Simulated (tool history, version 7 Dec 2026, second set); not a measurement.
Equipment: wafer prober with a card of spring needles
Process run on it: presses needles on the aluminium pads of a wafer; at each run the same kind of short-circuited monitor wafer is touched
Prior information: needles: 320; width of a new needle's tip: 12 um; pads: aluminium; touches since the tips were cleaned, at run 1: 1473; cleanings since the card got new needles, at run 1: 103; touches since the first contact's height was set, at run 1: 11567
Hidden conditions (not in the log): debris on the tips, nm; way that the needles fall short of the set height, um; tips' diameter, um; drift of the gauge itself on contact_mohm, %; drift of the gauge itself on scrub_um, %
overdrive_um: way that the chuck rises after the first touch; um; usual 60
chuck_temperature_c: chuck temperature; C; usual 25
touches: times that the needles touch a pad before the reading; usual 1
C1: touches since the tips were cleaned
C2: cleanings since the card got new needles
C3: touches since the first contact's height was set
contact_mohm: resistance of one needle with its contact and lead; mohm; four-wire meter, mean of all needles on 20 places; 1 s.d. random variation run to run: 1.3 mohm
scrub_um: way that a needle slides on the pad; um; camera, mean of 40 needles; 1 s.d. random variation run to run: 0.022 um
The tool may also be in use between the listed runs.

Run 1, hour 0.0: usual settings; C1 1473; C2 103; C3 11567. Result: contact_mohm 180 mohm, scrub_um 8.06 um.
At hour 3.1: tips cleaned on abrasive film.
At hour 9.2: tips cleaned on abrasive film.
At hour 16.8: tips cleaned on abrasive film.
At hour 22.9: tips cleaned on abrasive film.
At hour 30.5: tips cleaned on abrasive film.
At hour 38.1: tips cleaned on abrasive film.
At hour 45.7: tips cleaned on abrasive film.
At hour 53.3: tips cleaned on abrasive film.
At hour 59.7: tips cleaned on abrasive film.
Run 2, hour 59.7: usual settings; C1 0; C2 112; C3 37943. Result: contact_mohm 115 mohm, scrub_um 7.98 um.
At hour 65.8: tips cleaned on abrasive film.
At hour 73.4: tips cleaned on abrasive film.
At hour 81.0: tips cleaned on abrasive film.
At hour 88.6: tips cleaned on abrasive film.
At hour 96.2: tips cleaned on abrasive film.
At hour 103.8: tips cleaned on abrasive film.
At hour 111.4: tips cleaned on abrasive film.
At hour 119.0: tips cleaned on abrasive film.
At hour 125.1: tips cleaned on abrasive film.
At hour 131.2: tips cleaned on abrasive film.
At hour 138.8: tips cleaned on abrasive film.
At hour 144.9: tips cleaned on abrasive film.
Run 3, hour 149.2: usual settings; C1 1955; C2 124; C3 77580. Result: contact_mohm 210 mohm, scrub_um 7.84 um.
At hour 152.3: tips cleaned on abrasive film.
At hour 154.1: height of the first contact set anew.
At hour 158.7: tips cleaned on abrasive film.
At hour 166.3: tips cleaned on abrasive film.
At hour 172.4: tips cleaned on abrasive film.
At hour 180.0: tips cleaned on abrasive film.
At hour 187.6: tips cleaned on abrasive film.
At hour 195.2: tips cleaned on abrasive film.
At hour 202.8: tips cleaned on abrasive film.
At hour 210.4: tips cleaned on abrasive film.
At hour 216.5: tips cleaned on abrasive film.
At hour 224.1: tips cleaned on abrasive film.
Run 4, hour 229.6: usual settings but touches 2; C1 2473; C2 135; C3 33425. Result: contact_mohm 191 mohm, scrub_um 7.99 um.
At hour 231.2: tips cleaned on abrasive film.
At hour 238.8: tips cleaned on abrasive film.
At hour 244.9: tips cleaned on abrasive film.
At hour 252.5: tips cleaned on abrasive film.
At hour 260.1: tips cleaned on abrasive film.
At hour 266.2: tips cleaned on abrasive film.
At hour 273.8: tips cleaned on abrasive film.
At hour 281.4: tips cleaned on abrasive film.
At hour 289.0: tips cleaned on abrasive film.
At hour 295.1: tips cleaned on abrasive film.
At hour 302.7: tips cleaned on abrasive film.
At hour 310.3: tips cleaned on abrasive film.
Run 5, hour 311.0: usual settings; C1 329; C2 147; C3 69416. Result: contact_mohm 146 mohm, scrub_um 7.92 um.
At hour 317.1: tips cleaned on abrasive film.
At hour 324.7: tips cleaned on abrasive film.
At hour 332.3: tips cleaned on abrasive film.
At hour 334.1: height of the first contact set anew.
At hour 340.2: tips cleaned on abrasive film.
At hour 347.8: tips cleaned on abrasive film.
At hour 355.4: tips cleaned on abrasive film.
At hour 363.0: tips cleaned on abrasive film.
At hour 370.6: tips cleaned on abrasive film.
At hour 378.2: tips cleaned on abrasive film.
At hour 385.8: tips cleaned on abrasive film.
At hour 393.4: tips cleaned on abrasive film.
At hour 399.5: tips cleaned on abrasive film.
Run 6, hour 402.2: usual settings; C1 1213; C2 159; C3 30146. Result: contact_mohm 189 mohm, scrub_um 8.00 um.
At hour 406.8: tips cleaned on abrasive film.
At hour 414.4: tips cleaned on abrasive film.
At hour 426.4: card fitted with new needles.
At hour 434.0: tips cleaned on abrasive film.
At hour 441.6: tips cleaned on abrasive film.
At hour 447.7: tips cleaned on abrasive film.
At hour 455.3: tips cleaned on abrasive film.
At hour 461.4: tips cleaned on abrasive film.
At hour 467.5: tips cleaned on abrasive film.
At hour 475.1: tips cleaned on abrasive film.
At hour 481.2: tips cleaned on abrasive film.
Run 7, hour 482.2: usual settings; C1 456; C2 8; C3 24680. Result: contact_mohm 139 mohm, scrub_um 8.00 um.
At hour 488.3: tips cleaned on abrasive film.
At hour 495.9: tips cleaned on abrasive film.
At hour 502.0: tips cleaned on abrasive film, once more.
At hour 509.6: tips cleaned on abrasive film.
At hour 515.7: tips cleaned on abrasive film.
At hour 523.3: tips cleaned on abrasive film.
At hour 530.9: tips cleaned on abrasive film.
At hour 538.5: tips cleaned on abrasive film.
At hour 546.1: tips cleaned on abrasive film.
At hour 553.7: tips cleaned on abrasive film.
At hour 559.8: tips cleaned on abrasive film.
At hour 567.4: tips cleaned on abrasive film.
At hour 575.0: tips cleaned on abrasive film.
At hour 582.6: tips cleaned on abrasive film.
Run 8, hour 583.6: usual settings but chuck_temperature_c 75 C; C1 430; C2 22; C3 69519. Result: contact_mohm 143 mohm, scrub_um 7.95 um.
At hour 589.7: tips cleaned on abrasive film.
At hour 595.8: tips cleaned on abrasive film.
At hour 603.4: tips cleaned on abrasive film.
At hour 606.7: height of the first contact set anew.
At hour 609.8: tips cleaned on abrasive film.
At hour 617.4: tips cleaned on abrasive film.
At hour 623.5: tips cleaned on abrasive film.
At hour 631.1: tips cleaned on abrasive film.
At hour 637.2: tips cleaned on abrasive film.
At hour 644.8: tips cleaned on abrasive film.
At hour 650.9: tips cleaned on abrasive film.
At hour 658.5: tips cleaned on abrasive film.
Run 9, hour 663.2: usual settings but chuck_temperature_c 68 C; C1 2147; C2 33; C3 25025. Result: contact_mohm 201 mohm, scrub_um 8.02 um.

Estimate the outcome of run 10 from the log above:
At hour 664.8: tips cleaned on abrasive film.
At hour 670.9: tips cleaned on abrasive film.
At hour 678.5: tips cleaned on abrasive film.
At hour 686.1: tips cleaned on abrasive film.
At hour 692.2: tips cleaned on abrasive film.
At hour 698.3: tips cleaned on abrasive film.
At hour 705.9: tips cleaned on abrasive film.
At hour 712.0: tips cleaned on abrasive film.
At hour 719.6: tips cleaned on abrasive film.
At hour 727.2: tips cleaned on abrasive film.
At hour 734.8: tips cleaned on abrasive film.
At hour 740.9: tips cleaned on abrasive film.
At hour 748.5: tips cleaned on abrasive film.
At hour 754.6: tips cleaned on abrasive film.
Run 10, hour 758.1: usual settings but chuck_temperature_c 68 C; C1 1540; C2 47; C3 66939. Result: contact_mohm ?, scrub_um ?.

contact_mohm: 188 mohm
scrub_um: 7.95 um
With no hidden state in the tool, this same run would have given contact_mohm 117 mohm, scrub_um 8.08 um.

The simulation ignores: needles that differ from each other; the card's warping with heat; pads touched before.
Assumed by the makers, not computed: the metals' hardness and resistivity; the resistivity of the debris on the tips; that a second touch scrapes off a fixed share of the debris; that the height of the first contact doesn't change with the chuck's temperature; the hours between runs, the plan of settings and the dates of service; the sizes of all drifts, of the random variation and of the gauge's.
